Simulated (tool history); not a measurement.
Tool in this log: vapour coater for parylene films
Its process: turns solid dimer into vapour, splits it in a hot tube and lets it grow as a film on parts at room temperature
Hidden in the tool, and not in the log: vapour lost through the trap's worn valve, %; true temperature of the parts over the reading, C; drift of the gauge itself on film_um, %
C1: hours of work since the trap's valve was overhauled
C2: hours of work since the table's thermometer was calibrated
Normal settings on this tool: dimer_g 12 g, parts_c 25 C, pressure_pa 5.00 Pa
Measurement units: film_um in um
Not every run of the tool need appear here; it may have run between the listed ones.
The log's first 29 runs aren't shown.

Run 30, hour 735.1: usual settings but dimer_g 8 g, parts_c 35 C, pressure_pa 6.06 Pa; C1 265; C2 664. Result: film_um 2.42 um.
Run 31, hour 763.6: usual settings but dimer_g 19 g, parts_c 31 C, pressure_pa 5.98 Pa; C1 278; C2 677. Result: film_um 6.60 um.
Run 32, hour 794.9: usual settings but dimer_g 19 g, parts_c 18 C, pressure_pa 7.68 Pa; C1 291; C2 690. Result: film_um 10.18 um.
Run 33, hour 818.9: usual settings but dimer_g 6 g, parts_c 24 C, pressure_pa 7.68 Pa; C1 302; C2 701. Result: film_um 2.58 um.
Run 34, hour 849.5: usual settings but dimer_g 8 g, parts_c 24 C, pressure_pa 8.79 Pa; C1 315; C2 714. Result: film_um 3.47 um.
Run 35, hour 873.1: usual settings but pressure_pa 11.59 Pa; C1 325; C2 724. Result: film_um 4.90 um.
Run 36, hour 891.2: usual settings but parts_c 22 C, pressure_pa 10.71 Pa; C1 333; C2 732. Result: film_um 5.46 um.
Run 37, hour 917.5: usual settings but dimer_g 15 g, parts_c 20 C, pressure_pa 8.91 Pa; C1 345; C2 744. Result: film_um 7.32 um.
Run 38, hour 949.6: usual settings but dimer_g 9 g; C1 359; C2 758. Result: film_um 3.87 um.
Run 39, hour 967.9: usual settings but dimer_g 9 g; C1 367; C2 766. Result: film_um 3.89 um.
Run 40, hour 1000.7: usual settings but pressure_pa 5.93 Pa; C1 381; C2 780. Result: film_um 5.13 um.
Run 41, hour 1026.3: usual settings but parts_c 21 C, pressure_pa 5.93 Pa; C1 392; C2 791. Result: film_um 5.84 um.
Run 42, hour 1052.2: usual settings but dimer_g 8 g, parts_c 17 C, pressure_pa 6.72 Pa; C1 404; C2 803. Result: film_um 4.40 um.
Run 43, hour 1078.2: usual settings but pressure_pa 6.90 Pa; C1 415; C2 814. Result: film_um 5.05 um.
Run 44, hour 1107.4: usual settings but pressure_pa 6.90 Pa; C1 428; C2 827. Result: film_um 5.09 um.
Run 45, hour 1132.5: usual settings but dimer_g 15 g, parts_c 29 C, pressure_pa 5.79 Pa; C1 439; C2 838. Result: film_um 5.59 um.
At hour 1143.7: trap's valve overhauled.
Run 46, hour 1157.9: usual settings but dimer_g 7 g, pressure_pa 5.79 Pa; C1 6; C2 847. Result: film_um 3.02 um.
Run 47, hour 1185.6: usual settings but dimer_g 22 g, parts_c 26 C, pressure_pa 6.71 Pa; C1 18; C2 859. Result: film_um 9.13 um.

Consider 3 possible next runs. They are alternatives, not a sequence: every one starts from the tool as it was left by run 47. What does each give?
Run A, hour 1216.8: usual settings but dimer_g 6 g, parts_c 17 C, pressure_pa 3.47 Pa; C1 32; C2 873. Result: film_um ?.
Run B, hour 1216.8: usual settings but dimer_g 22 g, parts_c 26 C, pressure_pa 5.31 Pa; C1 32; C2 873. Result: film_um ?.
Run C, hour 1216.8: usual settings but dimer_g 22 g, parts_c 28 C, pressure_pa 4.04 Pa; C1 32; C2 873. Result: film_um ?.

run  film_um
  A     3.41
  B     9.06
  C     8.62
With no hidden state in the tool, these same runs would have given:
run  film_um
  A     3.41
  B     9.06
  C     8.62

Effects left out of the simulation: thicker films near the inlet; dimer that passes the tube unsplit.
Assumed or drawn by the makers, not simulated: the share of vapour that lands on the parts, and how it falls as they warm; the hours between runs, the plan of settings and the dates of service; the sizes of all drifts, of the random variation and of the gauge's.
